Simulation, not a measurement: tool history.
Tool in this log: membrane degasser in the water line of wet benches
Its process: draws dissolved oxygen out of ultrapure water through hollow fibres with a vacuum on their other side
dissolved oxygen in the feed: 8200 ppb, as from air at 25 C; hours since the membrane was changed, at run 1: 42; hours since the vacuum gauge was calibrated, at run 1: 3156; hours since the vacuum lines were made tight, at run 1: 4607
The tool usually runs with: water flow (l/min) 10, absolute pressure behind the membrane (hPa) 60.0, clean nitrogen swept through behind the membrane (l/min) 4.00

run    hour  water flow (l/min)  absolute pressure behind the membrane (hPa)  clean nitrogen swept through behind the membrane (l/min)  hours since the membrane was changed  hours since the vacuum gauge was calibrated  hours since the vacuum lines were made tight  dissolved oxygen in the water behind the degasser (ppb)  pressure that the water loses in the fibres (hPa)
  1     0.0                  10                                         60.0                                                      4.00                                    42                                         3156                                          4607                                                    297.1                                              397.3
  2    53.3                  10                                         60.0                                                      4.00                                    95                                         3209                                          4660                                                    287.6                                              397.5
  3   108.6                  10                                         60.0                                                      4.00                                   151                                         3265                                          4715                                                    294.6                                              398.1
  4   158.5                   9                                         60.0                                                      4.00                                   201                                         3314                                          4765                                                    222.0                                              356.8
  5   192.0                   9                                         60.0                                                      4.00                                   234                                         3348                                          4799                                                    224.1                                              358.1
  6   247.4                  10                                         60.0                                                      4.00                                   289                                         3403                                          4854                                                    289.5                                              394.5
  7   276.4                  10                                         60.0                                                      4.00                                   318                                         3432                                          4883                                                    298.3                                              394.5
  8   334.3                  10                                         60.0                                                      4.00                                   376                                         3490                                          4941                                                    291.7                                              396.8
  9   389.1                  10                                         60.0                                                      4.00                                   431                                         3545                                          4996                                                    287.0                                              392.8
 10   444.0                  10                                         60.0                                                      4.00                                   486                                         3600                                          5051                                                    287.1                                              391.4
 11   502.1                  10                                         60.0                                                      4.00                                   544                                         3658                                          5109                                                    294.3                                              395.1
 12   546.7                  10                                         60.0                                                      4.00                                   589                                         3703                                          5154                                                    294.8                                              395.2
 13   600.0                  10                                         60.0                                                      8.84                                   642                                         3756                                          5207                                                    287.3                                              390.4
 14   627.7                  10                                         60.0                                                      8.84                                   670                                         3784                                          5234                                                    284.6                                              394.6
 15   670.5                   8                                         50.4                                                      2.92                                   713                                         3826                                          5277                                                    155.5                                              315.7
 16   714.8                   8                                         50.4                                                      2.92                                   757                                         3871                                          5322                                                    160.4                                              310.6
 17   753.8                   8                                         50.4                                                      2.92                                   796                                         3910                                          5361                                                    158.2                                              314.5
 18   788.2                   8                                         50.4                                                      2.92                                   830                                         3944                                          5395                                                    156.8                                              313.5
 19   833.2                   8                                         91.2                                                      2.45                                   875                                         3989                                          5440                                                    192.9                                              308.8
 20   878.8                   7                                         92.9                                                      2.45                                   921                                         4035                                          5486                                                    133.8                                              271.6
 21   932.2                   7                                        119.3                                                      3.36                                   974                                         4088                                          5539                                                    139.7                                              271.9
 22   960.3                   7                                        119.3                                                      3.36                                  1002                                         4116                                          5567                                                    137.2                                              276.2
 23   991.7                  16                                         81.4                                                      6.49                                  1034                                         4148                                          5599                                                    809.7                                              622.6
 24  1022.6                  16                                         81.4                                                      6.49                                  1065                                         4178                                          5629                                                    818.2                                              622.7
 25  1065.1                  16                                         81.4                                                      6.49                                  1107                                         4221                                          5672                                                    796.8                                              623.6
 26  1108.7                  16                                         81.4                                                      6.49                                  1151                                         4265                                          5715                                                    816.8                                              618.9
 27  1156.3                   9                                         62.1                                                     10.62                                  1198                                         4312                                          5763                                                    211.5                                              346.8

Forecast each of these 4 alternatives for the next run:
  A  1195.5                  14                                         63.1                                                      3.56                                  1238                                         4351                                          5802                                                        ?                                                  ?
  B  1195.5                   9                                         41.7                                                      1.71                                  1238                                         4351                                          5802                                                        ?                                                  ?
  C  1195.5                  10                                         94.2                                                      4.00                                  1238                                         4351                                          5802                                                        ?                                                  ?
  D  1195.5                  13                                         85.2                                                      8.48                                  1238                                         4351                                          5802                                                        ?                                                  ?

run  dissolved oxygen in the water behind the degasser (ppb)  pressure that the water loses in the fibres (hPa)
  A                                                    630.5                                              541.9
  B                                                    223.1                                              348.1
  C                                                    317.7                                              391.4
  D                                                    528.3                                              507.0
Take away the tool's hidden state, keep each run's random variation, and the runs would have read:
run  dissolved oxygen in the water behind the degasser (ppb)  pressure that the water loses in the fibres (hPa)
  A                                                    630.4                                              553.8
  B                                                    223.0                                              355.7
  C                                                    317.6                                              399.9
  D                                                    528.2                                              518.1
